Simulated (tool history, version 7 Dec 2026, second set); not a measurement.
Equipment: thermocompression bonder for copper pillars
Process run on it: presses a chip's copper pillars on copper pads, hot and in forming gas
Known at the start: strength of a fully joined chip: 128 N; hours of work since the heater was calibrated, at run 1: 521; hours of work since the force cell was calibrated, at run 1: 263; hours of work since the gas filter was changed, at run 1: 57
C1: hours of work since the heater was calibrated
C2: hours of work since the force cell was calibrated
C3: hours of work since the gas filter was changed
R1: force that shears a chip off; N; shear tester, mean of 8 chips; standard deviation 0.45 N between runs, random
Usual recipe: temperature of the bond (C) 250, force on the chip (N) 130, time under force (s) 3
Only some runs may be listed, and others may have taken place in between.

{"run": 1, "hour": 0.0, "temperature of the bond (C)": 250, "force on the chip (N)": 130, "time under force (s)": 3, "C1": 521, "C2": 263, "C3": 57, "R1": 68.2}
{"run": 2, "hour": 48.6, "temperature of the bond (C)": 250, "force on the chip (N)": 84, "time under force (s)": 3, "C1": 550, "C2": 292, "C3": 86, "R1": 52.6}
{"run": 3, "hour": 133.1, "temperature of the bond (C)": 250, "force on the chip (N)": 84, "time under force (s)": 3, "C1": 600, "C2": 342, "C3": 136, "R1": 51}
{"run": 4, "hour": 222.1, "temperature of the bond (C)": 250, "force on the chip (N)": 130, "time under force (s)": 3, "C1": 653, "C2": 395, "C3": 189, "R1": 65.9}
{"hour": 256.8, "done": "forming gas filter changed"}
{"run": 5, "hour": 268.7, "temperature of the bond (C)": 250, "force on the chip (N)": 130, "time under force (s)": 3, "C1": 681, "C2": 423, "C3": 7, "R1": 69.8}
{"run": 6, "hour": 313.4, "temperature of the bond (C)": 250, "force on the chip (N)": 106, "time under force (s)": 3, "C1": 707, "C2": 449, "C3": 34, "R1": 62}
{"run": 7, "hour": 379.3, "temperature of the bond (C)": 278, "force on the chip (N)": 130, "time under force (s)": 3, "C1": 747, "C2": 489, "C3": 73, "R1": 92.1}
{"run": 8, "hour": 436.4, "temperature of the bond (C)": 278, "force on the chip (N)": 130, "time under force (s)": 3, "C1": 781, "C2": 523, "C3": 107, "R1": 91.2}
{"run": 9, "hour": 494.3, "temperature of the bond (C)": 278, "force on the chip (N)": 130, "time under force (s)": 3, "C1": 815, "C2": 557, "C3": 141, "R1": 90.1}
{"run": 10, "hour": 532.2, "temperature of the bond (C)": 278, "force on the chip (N)": 130, "time under force (s)": 3, "C1": 838, "C2": 580, "C3": 164, "R1": 87.9}
{"hour": 604.2, "done": "forming gas filter changed"}
{"run": 11, "hour": 604.2, "temperature of the bond (C)": 250, "force on the chip (N)": 107, "time under force (s)": 3, "C1": 880, "C2": 622, "C3": 0, "R1": 64.1}
{"run": 12, "hour": 649.8, "temperature of the bond (C)": 250, "force on the chip (N)": 130, "time under force (s)": 2, "C1": 907, "C2": 649, "C3": 27, "R1": 62}
{"run": 13, "hour": 697.7, "temperature of the bond (C)": 250, "force on the chip (N)": 130, "time under force (s)": 2, "C1": 936, "C2": 678, "C3": 56, "R1": 61.6}
{"hour": 762.3, "done": "force cell calibrated"}
{"run": 14, "hour": 782.1, "temperature of the bond (C)": 270, "force on the chip (N)": 130, "time under force (s)": 3, "C1": 985, "C2": 12, "C3": 105, "R1": 85.2}
{"run": 15, "hour": 856.4, "temperature of the bond (C)": 270, "force on the chip (N)": 130, "time under force (s)": 3, "C1": 1029, "C2": 56, "C3": 149, "R1": 83.5}
{"run": 16, "hour": 939.0, "temperature of the bond (C)": 250, "force on the chip (N)": 130, "time under force (s)": 3, "C1": 1079, "C2": 105, "C3": 198, "R1": 65.8}
{"hour": 959.7, "done": "forming gas filter changed"}
{"run": 17, "hour": 1027.0, "temperature of the bond (C)": 250, "force on the chip (N)": 130, "time under force (s)": 3, "C1": 1131, "C2": 157, "C3": 40, "R1": 71.6}
{"run": 18, "hour": 1074.7, "temperature of the bond (C)": 250, "force on the chip (N)": 130, "time under force (s)": 3, "C1": 1159, "C2": 186, "C3": 68, "R1": 70.8}
{"run": 19, "hour": 1132.9, "temperature of the bond (C)": 250, "force on the chip (N)": 130, "time under force (s)": 3, "C1": 1194, "C2": 220, "C3": 103, "R1": 69.6}
{"run": 20, "hour": 1184.0, "temperature of the bond (C)": 245, "force on the chip (N)": 130, "time under force (s)": 3, "C1": 1224, "C2": 251, "C3": 133, "R1": 64.8}
{"run": 21, "hour": 1246.0, "temperature of the bond (C)": 250, "force on the chip (N)": 180, "time under force (s)": 8, "C1": 1261, "C2": 288, "C3": 170, "R1": 100.5}
{"run": 22, "hour": 1298.6, "temperature of the bond (C)": 274, "force on the chip (N)": 180, "time under force (s)": 8, "C1": 1292, "C2": 319, "C3": 202, "R1": 111.6}
{"hour": 1306.2, "done": "heater calibrated with a thermocouple chip"}
{"hour": 1312.3, "done": "forming gas filter changed"}
{"run": 23, "hour": 1369.8, "temperature of the bond (C)": 240, "force on the chip (N)": 80, "time under force (s)": 8, "C1": 38, "C2": 360, "C3": 34, "R1": 61.5}
{"run": 24, "hour": 1416.6, "temperature of the bond (C)": 250, "force on the chip (N)": 136, "time under force (s)": 2, "C1": 65, "C2": 388, "C3": 62, "R1": 59.6}
{"run": 25, "hour": 1493.7, "temperature of the bond (C)": 224, "force on the chip (N)": 106, "time under force (s)": 2, "C1": 111, "C2": 434, "C3": 108, "R1": 33.1}
{"run": 26, "hour": 1562.3, "temperature of the bond (C)": 221, "force on the chip (N)": 106, "time under force (s)": 4, "C1": 152, "C2": 474, "C3": 149, "R1": 40.1}
{"run": 27, "hour": 1629.2, "temperature of the bond (C)": 222, "force on the chip (N)": 130, "time under force (s)": 2, "C1": 192, "C2": 514, "C3": 189, "R1": 35.2}
{"hour": 1662.2, "done": "forming gas filter changed"}
{"run": 28, "hour": 1707.7, "temperature of the bond (C)": 228, "force on the chip (N)": 120, "time under force (s)": 4, "C1": 238, "C2": 561, "C3": 27, "R1": 52.6}
{"run": 29, "hour": 1793.6, "temperature of the bond (C)": 279, "force on the chip (N)": 118, "time under force (s)": 4, "C1": 289, "C2": 612, "C3": 78, "R1": 93.2}
{"run": 30, "hour": 1867.2, "temperature of the bond (C)": 266, "force on the chip (N)": 190, "time under force (s)": 2, "C1": 333, "C2": 655, "C3": 122, "R1": 84.3}
{"run": 31, "hour": 1950.9, "temperature of the bond (C)": 267, "force on the chip (N)": 103, "time under force (s)": 2, "C1": 383, "C2": 705, "C3": 172, "R1": 61.8}
{"hour": 1964.8, "done": "force cell calibrated"}
{"hour": 2011.2, "done": "forming gas filter changed"}
{"run": 32, "hour": 2024.5, "temperature of the bond (C)": 250, "force on the chip (N)": 89, "time under force (s)": 6, "C1": 426, "C2": 35, "C3": 8, "R1": 68.6}
{"run": 33, "hour": 2063.0, "temperature of the bond (C)": 268, "force on the chip (N)": 130, "time under force (s)": 3, "C1": 449, "C2": 58, "C3": 31, "R1": 82.9}
{"run": 34, "hour": 2144.5, "temperature of the bond (C)": 268, "force on the chip (N)": 117, "time under force (s)": 2, "C1": 497, "C2": 107, "C3": 79, "R1": 68.3}
{"run": 35, "hour": 2194.9, "temperature of the bond (C)": 268, "force on the chip (N)": 117, "time under force (s)": 2, "C1": 527, "C2": 137, "C3": 109, "R1": 67.4}
{"run": 36, "hour": 2236.2, "temperature of the bond (C)": 268, "force on the chip (N)": 117, "time under force (s)": 2, "C1": 552, "C2": 161, "C3": 134, "R1": 66.7}

4 options for the next run, each taken on its own from the tool as it stands now. Forecast them:
{"run": "A", "hour": 2277.5, "temperature of the bond (C)": 268, "force on the chip (N)": 117, "time under force (s)": 2, "C1": 576, "C2": 186, "C3": 158, "R1": "?"}
{"run": "B", "hour": 2277.5, "temperature of the bond (C)": 268, "force on the chip (N)": 117, "time under force (s)": 8, "C1": 576, "C2": 186, "C3": 158, "R1": "?"}
{"run": "C", "hour": 2277.5, "temperature of the bond (C)": 244, "force on the chip (N)": 164, "time under force (s)": 6, "C1": 576, "C2": 186, "C3": 158, "R1": "?"}
{"run": "D", "hour": 2277.5, "temperature of the bond (C)": 250, "force on the chip (N)": 130, "time under force (s)": 5, "C1": 576, "C2": 186, "C3": 158, "R1": "?"}

run=A R1=66.1
run=B R1=95.8
run=C R1=83.6
run=D R1=76.5
The same runs, with their run-to-run variation unchanged, on a tool lacking any hidden condition would have given:
run=A R1=68.1
run=B R1=100.2
run=C R1=86.7
run=D R1=79
